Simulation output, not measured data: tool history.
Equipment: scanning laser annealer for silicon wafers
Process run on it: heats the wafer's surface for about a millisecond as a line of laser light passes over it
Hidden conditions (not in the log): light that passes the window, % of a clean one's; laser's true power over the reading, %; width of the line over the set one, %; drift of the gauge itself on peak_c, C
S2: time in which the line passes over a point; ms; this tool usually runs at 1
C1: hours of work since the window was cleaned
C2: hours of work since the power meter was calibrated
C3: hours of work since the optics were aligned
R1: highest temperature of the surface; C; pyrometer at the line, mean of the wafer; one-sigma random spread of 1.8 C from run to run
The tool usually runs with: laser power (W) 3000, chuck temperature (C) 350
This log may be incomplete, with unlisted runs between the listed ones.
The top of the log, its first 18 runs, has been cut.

run 19 hour=1126.1 | laser_power_(W)=3000 S2=1 chuck_temperature_(C)=350 | C1=85 C2=1715 C3=649 | R1=1053
run 20 hour=1179.5 | laser_power_(W)=3000 S2=1 chuck_temperature_(C)=381 | C1=108 C2=1738 C3=671 | R1=1083
run 21 hour=1240.1 | laser_power_(W)=3206 S2=0.91 chuck_temperature_(C)=313 | C1=133 C2=1763 C3=697 | R1=1037
run 22 hour=1301.9 | laser_power_(W)=3000 S2=0.83 chuck_temperature_(C)=338 | C1=159 C2=1789 C3=722 | R1=978
run 23 hour=1370.7 | laser_power_(W)=2616 S2=1.17 chuck_temperature_(C)=316 | C1=187 C2=1818 C3=751 | R1=946
run 24 hour=1420.2 | laser_power_(W)=2616 S2=1.17 chuck_temperature_(C)=316 | C1=208 C2=1838 C3=772 | R1=942
run 25 hour=1470 | laser_power_(W)=2984 S2=1.19 chuck_temperature_(C)=366 | C1=229 C2=1859 C3=793 | R1=1104
run 26 hour=1533.8 | laser_power_(W)=2984 S2=1.19 chuck_temperature_(C)=366 | C1=255 C2=1886 C3=819 | R1=1100
run 27 hour=1608.6 | laser_power_(W)=2770 S2=0.91 chuck_temperature_(C)=319 | C1=287 C2=1917 C3=850 | R1=910
run 28 hour=1691.9 | laser_power_(W)=3200 S2=1.11 chuck_temperature_(C)=345 | C1=321 C2=1952 C3=885 | R1=1112
run 29 hour=1772.7 | laser_power_(W)=2727 S2=1.17 chuck_temperature_(C)=331 | C1=355 C2=1985 C3=919 | R1=974
run 30 hour=1830 | laser_power_(W)=2727 S2=1.14 chuck_temperature_(C)=362 | C1=379 C2=2009 C3=943 | R1=994
run 31 hour=1907.6 | laser_power_(W)=2727 S2=1.14 chuck_temperature_(C)=362 | C1=411 C2=2042 C3=975 | R1=990
run 32 hour=1949.7 | laser_power_(W)=2727 S2=1.14 chuck_temperature_(C)=362 | C1=429 C2=2059 C3=993 | R1=988
run 33 hour=2025.7 | laser_power_(W)=2727 S2=1.14 chuck_temperature_(C)=362 | C1=461 C2=2091 C3=1024 | R1=986
run 34 hour=2096.6 | laser_power_(W)=2727 S2=1.14 chuck_temperature_(C)=362 | C1=490 C2=2120 C3=1054 | R1=985
-- hour=2118.6 window over the wafer cleaned
run 35 hour=2188.2 | laser_power_(W)=3056 S2=1 chuck_temperature_(C)=361 | C1=29 C2=2158 C3=1091 | R1=1076
run 36 hour=2259.9 | laser_power_(W)=2662 S2=1.19 chuck_temperature_(C)=350 | C1=59 C2=2188 C3=1121 | R1=1006
run 37 hour=2318.2 | laser_power_(W)=2621 S2=1.13 chuck_temperature_(C)=370 | C1=83 C2=2212 C3=1146 | R1=999
run 38 hour=2380 | laser_power_(W)=2789 S2=0.81 chuck_temperature_(C)=348 | C1=109 C2=2238 C3=1171 | R1=925
run 39 hour=2428.6 | laser_power_(W)=2789 S2=0.81 chuck_temperature_(C)=348 | C1=129 C2=2258 C3=1192 | R1=924
run 40 hour=2485.2 | laser_power_(W)=2789 S2=0.81 chuck_temperature_(C)=348 | C1=153 C2=2282 C3=1215 | R1=917

Branching from run 40: 5 alternative next runs. What would each branch give?
run A hour=2527.9 | laser_power_(W)=2796 S2=0.79 chuck_temperature_(C)=357 | C1=171 C2=2300 C3=1233 | R1=?
run B hour=2527.9 | laser_power_(W)=3000 S2=1.07 chuck_temperature_(C)=353 | C1=171 C2=2300 C3=1233 | R1=?
run C hour=2527.9 | laser_power_(W)=2762 S2=1 chuck_temperature_(C)=350 | C1=171 C2=2300 C3=1233 | R1=?
run D hour=2527.9 | laser_power_(W)=3243 S2=0.81 chuck_temperature_(C)=351 | C1=171 C2=2300 C3=1233 | R1=?
run E hour=2527.9 | laser_power_(W)=3152 S2=0.88 chuck_temperature_(C)=364 | C1=171 C2=2300 C3=1233 | R1=?

run=A R1=927
run=B R1=1059
run=C R1=970
run=D R1=1039
run=E R1=1052
What these runs would have given with no unlogged condition in the tool:
run=A R1=955
run=B R1=1094
run=C R1=1001
run=D R1=1073
run=E R1=1087
